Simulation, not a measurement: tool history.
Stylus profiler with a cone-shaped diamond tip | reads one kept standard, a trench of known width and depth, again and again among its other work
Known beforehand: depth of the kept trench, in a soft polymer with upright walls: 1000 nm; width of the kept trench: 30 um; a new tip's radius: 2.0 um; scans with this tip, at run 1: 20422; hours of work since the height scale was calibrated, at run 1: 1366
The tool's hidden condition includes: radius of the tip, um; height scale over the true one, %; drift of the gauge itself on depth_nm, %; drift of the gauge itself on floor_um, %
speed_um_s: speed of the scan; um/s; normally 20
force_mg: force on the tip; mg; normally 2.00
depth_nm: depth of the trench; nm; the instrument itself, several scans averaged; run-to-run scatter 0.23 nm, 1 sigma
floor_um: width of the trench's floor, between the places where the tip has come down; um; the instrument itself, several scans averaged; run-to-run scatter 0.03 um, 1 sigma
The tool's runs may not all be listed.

run,hour,speed_um_s,force_mg,scans with this tip,hours of work since the height scale was calibrated,depth_nm,floor_um
1,0.0,20,2.00,20422,1366,1008.97,26.44
2,60.5,20,2.00,20996,1404,1008.87,26.42
3,116.1,20,2.00,21522,1440,1008.35,26.44
4,178.2,13,2.00,22110,1479,1008.71,26.44
5,290.8,13,2.00,23178,1550,1008.93,26.44
6,367.0,13,2.00,23900,1599,1009.16,26.49
7,458.3,13,4.63,24765,1657,1015.50,26.41
8,539.3,13,4.63,25532,1708,1015.43,26.45
9,626.5,13,4.63,26359,1763,1015.23,26.52
10,676.7,13,4.63,26835,1795,1015.36,26.50
11,761.7,13,4.63,27641,1849,1015.31,26.46
12,862.4,13,4.63,28594,1913,1015.49,26.45
# hour 908.2: new tip fitted, height scale calibrated
13,958.0,13,4.63,471,32,1015.35,26.49
14,1039.1,20,2.00,1240,83,1008.76,26.44
15,1133.2,22,4.25,2132,143,1014.66,26.52
16,1228.5,11,0.81,3035,203,1004.71,26.49
17,1309.9,16,2.00,3807,255,1008.69,26.48
18,1381.6,7,1.09,4486,300,1005.73,26.48
19,1437.4,20,1.13,5014,335,1006.31,26.43
20,1504.5,6,0.95,5651,378,1005.22,26.46
21,1570.0,79,2.06,6271,419,1008.77,26.19
22,1626.1,37,0.90,6803,455,1005.03,26.26
23,1688.6,37,5.38,7396,495,1017.05,26.43
24,1789.5,37,5.38,8351,559,1017.31,26.39
25,1841.5,5,5.91,8845,592,1018.61,26.52
26,1889.3,9,0.75,9297,622,1004.07,26.48
27,1983.8,25,0.75,10193,682,1004.43,26.33
28,2099.2,6,1.30,11287,755,1006.77,26.56

How would selected steps in floor_um from run to run divide? Give the signed amount a tool lacking its hidden state would still show from settings, what came in and random variation, and the signed amount left for the hidden state, including any gauge scatter that is not in both of the compared results.
Run 2 -> 3: nothing adjusted, nothing logged. floor_um +0.02 um: hidden state +0.01, all else +0.01.
Run 12 -> 13: new tip fitted, height scale calibrated. floor_um +0.04 um: hidden state +0.04, all else +0.00.
Run 20 -> 21: speed_um_s 6 -> 79, force_mg 0.95 -> 2.06. floor_um -0.27 um: hidden state +0.00, all else -0.27.
Run 27 -> 28: speed_um_s 25 -> 6, force_mg 0.75 -> 1.30. floor_um +0.23 um: hidden state +0.00, all else +0.23.

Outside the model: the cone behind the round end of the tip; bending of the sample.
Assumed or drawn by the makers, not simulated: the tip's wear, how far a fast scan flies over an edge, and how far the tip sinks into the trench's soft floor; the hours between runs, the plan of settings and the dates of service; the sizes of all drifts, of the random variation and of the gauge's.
